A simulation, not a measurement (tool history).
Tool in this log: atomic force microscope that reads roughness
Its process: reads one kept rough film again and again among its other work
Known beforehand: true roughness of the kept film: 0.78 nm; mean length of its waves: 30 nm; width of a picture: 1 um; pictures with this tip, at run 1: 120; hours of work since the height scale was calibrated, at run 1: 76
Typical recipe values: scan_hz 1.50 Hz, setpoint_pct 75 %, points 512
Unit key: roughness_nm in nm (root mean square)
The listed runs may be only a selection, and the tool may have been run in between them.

run	hour	scan_hz	setpoint_pct	points	pictures with this tip	hours of work since the height scale was calibrated	roughness_nm
1	0.0	1.50	75	512	120	76	0.702
2	6.9	1.50	75	512	126	79	0.704
3	14.2	1.50	69	512	133	82	0.716
4	24.7	1.50	79	512	142	87	0.689
5	31.2	1.50	79	512	147	90	0.689
6	38.4	1.50	75	512	154	94	0.700
7	45.8	1.50	75	512	160	97	0.701
8	51.7	1.50	72	512	165	100	0.701
9	59.8	0.70	75	512	172	104	0.716
10	65.2	0.70	75	512	177	106	0.718
11	70.3	0.54	75	512	181	108	0.720
12	77.2	0.54	75	512	187	112	0.719
13	83.9	0.54	75	512	193	115	0.722
14	89.4	0.57	70	466	198	117	0.719
15	100.2	1.46	70	466	207	122	0.699
16	106.9	1.90	67	283	213	125	0.696
# hour 111.6: new tip fitted
17	117.4	1.57	67	283	5	130	0.724
18	122.2	0.51	70	817	9	132	0.753
19	130.0	2.29	75	664	15	136	0.694
20	135.3	2.62	56	976	20	138	0.741
21	145.7	2.21	70	281	29	143	0.703
22	153.4	3.64	84	532	36	147	0.619
23	160.4	3.64	84	532	42	150	0.619
24	168.1	1.38	89	512	48	154	0.681

Here are 5 independent what-if runs from the current tool condition. What would each one return?
A	176.9	0.66	63	512	56	158	?
B	176.9	1.50	75	843	56	158	?
C	176.9	2.01	75	512	56	158	?
D	176.9	1.17	89	512	56	158	?
E	176.9	3.47	73	512	56	158	?

run	roughness_nm
A	0.743
B	0.714
C	0.697
D	0.691
E	0.673
What these runs would have given with no unlogged condition in the tool:
run	roughness_nm
A	0.751
B	0.721
C	0.704
D	0.698
E	0.680

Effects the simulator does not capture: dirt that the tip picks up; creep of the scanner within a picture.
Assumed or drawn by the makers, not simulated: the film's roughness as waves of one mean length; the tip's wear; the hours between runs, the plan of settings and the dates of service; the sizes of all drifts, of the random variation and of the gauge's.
